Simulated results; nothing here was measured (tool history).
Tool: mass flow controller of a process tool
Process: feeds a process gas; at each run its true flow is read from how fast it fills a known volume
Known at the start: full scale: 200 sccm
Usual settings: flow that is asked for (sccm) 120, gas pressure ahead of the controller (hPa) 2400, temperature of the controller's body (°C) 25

| run | hour | flow that is asked for (sccm) | gas pressure ahead of the controller (hPa) | temperature of the controller's body (°C) | true flow (%) |
|---|---|---|---|---|---|
| 1 | 0.0 | 120 | 2400 | 25 | 99.48 |
| 2 | 57.1 | 120 | 2400 | 25 | 99.60 |
| 3 | 98.7 | 27 | 2400 | 25 | 97.60 |
| 4 | 175.1 | 27 | 2400 | 25 | 97.59 |
| 5 | 215.7 | 27 | 2400 | 25 | 97.49 |
| 6 | 299.7 | 120 | 1430 | 25 | 99.65 |
| 7 | 344.1 | 120 | 2400 | 35 | 100.29 |
| 8 | 430.6 | 120 | 2400 | 25 | 99.52 |
| 9 | 474.1 | 120 | 2450 | 25 | 99.55 |
| 10 | 511.0 | 92 | 2400 | 25 | 99.29 |
| 11 | 564.6 | 92 | 2400 | 25 | 99.36 |
| 12 | 644.7 | 92 | 2400 | 25 | 99.16 |
| 13 | 686.1 | 92 | 2400 | 25 | 99.19 |
| 14 | 775.1 | 92 | 2400 | 25 | 99.37 |
| 15 | 829.4 | 92 | 2400 | 25 | 99.21 |
| 16 | 888.8 | 120 | 2400 | 25 | 99.39 |
| 17 | 962.0 | 120 | 2400 | 25 | 99.39 |
| 18 | 1044.8 | 120 | 2400 | 23 | 99.18 |
| 19 | 1103.3 | 120 | 2400 | 23 | 99.19 |
| 20 | 1174.5 | 120 | 2400 | 23 | 99.93 |
| 21 | 1210.4 | 120 | 2400 | 23 | 100.19 |
| 22 | 1285.6 | 144 | 2400 | 23 | 100.11 |
| 23 | 1367.8 | 144 | 2400 | 23 | 100.09 |
| 24 | 1433.2 | 154 | 2400 | 25 | 100.17 |
| 25 | 1506.9 | 154 | 2400 | 25 | 100.17 |
| 26 | 1559.0 | 154 | 2050 | 25 | 100.32 |
| 27 | 1629.8 | 120 | 2400 | 20 | 99.78 |
| 28 | 1676.0 | 25 | 2400 | 25 | 99.19 |
| 29 | 1720.2 | 96 | 2400 | 26 | 100.00 |
| 30 | 1774.6 | 184 | 1920 | 21 | 100.15 |
| 31 | 1826.3 | 118 | 2730 | 21 | 99.90 |
| 32 | 1879.4 | 118 | 2730 | 21 | 99.92 |
| 33 | 1932.1 | 118 | 2730 | 21 | 99.79 |
| 34 | 1969.0 | 118 | 2730 | 21 | 99.90 |
| 35 | 2055.8 | 84 | 2400 | 38 | 100.80 |
| 36 | 2108.2 | 84 | 2040 | 21 | 99.73 |
| 37 | 2179.3 | 84 | 2040 | 21 | 99.55 |
| 38 | 2230.2 | 84 | 2040 | 21 | 99.79 |
| 39 | 2274.8 | 35 | 1600 | 26 | 99.47 |
| 40 | 2356.5 | 146 | 1490 | 34 | 100.97 |
| 41 | 2414.9 | 146 | 1490 | 34 | 101.10 |
| 42 | 2488.8 | 120 | 2400 | 37 | 100.93 |
| 43 | 2533.4 | 21 | 2140 | 37 | 99.37 |
| 44 | 2584.8 | 21 | 2140 | 37 | 99.29 |
| 45 | 2669.9 | 38 | 2400 | 21 | 98.86 |
| 46 | 2747.4 | 193 | 2400 | 36 | 101.29 |
| 47 | 2835.1 | 193 | 2400 | 36 | 101.14 |

Not shown: 2 entries that the log had between the listed runs. Between which runs, and how does the tool's hidden state differ before and after?
Between runs 16 and 17: controller's zero set anew (hour 896.9)
  flow at rest that the sensor doesn't see, % of full scale: -0.351 -> -0.481; true flow over the shown one, %: 0.47 -> 0.48
  measured less the result without the state, true flow (%): -0.11 -> -0.32
Between runs 19 and 20: controller's zero set anew, once more (hour 1145.9)
  flow at rest that the sensor doesn't see, % of full scale: -0.495 -> -0.04; true flow over the shown one, %: 0.51 -> 0.52
  measured less the result without the state, true flow (%): -0.31 -> +0.45

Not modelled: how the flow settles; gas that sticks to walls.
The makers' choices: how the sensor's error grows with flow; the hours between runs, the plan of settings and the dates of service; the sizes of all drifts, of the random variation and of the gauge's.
